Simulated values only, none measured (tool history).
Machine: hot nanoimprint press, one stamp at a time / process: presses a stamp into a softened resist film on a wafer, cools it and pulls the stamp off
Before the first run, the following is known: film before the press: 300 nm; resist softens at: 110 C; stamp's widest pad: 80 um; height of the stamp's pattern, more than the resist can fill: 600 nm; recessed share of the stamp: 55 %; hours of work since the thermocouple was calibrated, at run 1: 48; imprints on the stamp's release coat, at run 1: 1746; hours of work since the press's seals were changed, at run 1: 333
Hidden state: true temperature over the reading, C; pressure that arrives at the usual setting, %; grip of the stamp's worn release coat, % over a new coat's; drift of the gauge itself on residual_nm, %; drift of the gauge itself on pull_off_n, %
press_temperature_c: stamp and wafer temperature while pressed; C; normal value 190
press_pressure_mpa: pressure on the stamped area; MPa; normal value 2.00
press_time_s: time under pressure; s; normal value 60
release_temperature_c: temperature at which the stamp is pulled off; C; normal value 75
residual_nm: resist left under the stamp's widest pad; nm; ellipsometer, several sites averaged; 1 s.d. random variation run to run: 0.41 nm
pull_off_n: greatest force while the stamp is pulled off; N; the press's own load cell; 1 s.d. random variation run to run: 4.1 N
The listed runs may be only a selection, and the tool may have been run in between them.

run	hour	press_temperature_c	press_pressure_mpa	press_time_s	release_temperature_c	hours of work since the thermocouple was calibrated	imprints on the stamp's release coat	hours of work since the press's seals were changed	residual_nm	pull_off_n
1	0.0	190	2.00	60	75	48	1746	333	152.2	205
2	31.3	190	2.00	60	75	67	1881	352	151.4	197
# hour 63.5: stamp cleaned and given a new release coat
3	78.2	190	2.58	60	75	91	64	376	135.0	204
4	116.9	190	2.00	60	75	114	232	399	152.4	203
5	154.6	190	2.00	60	75	136	395	421	152.4	199
6	185.1	190	2.00	60	75	155	527	439	151.9	200
7	218.4	190	2.00	60	75	174	671	459	151.1	202

What does the tool deliver on the next run?
8	238.7	190	2.00	60	75	187	760	471	?	?

Run 8 gave residual_nm 151.5 nm, pull_off_n 200 N.
The same run, on a tool lacking any hidden state, would have yielded residual_nm 152.5 nm, pull_off_n 199 N.
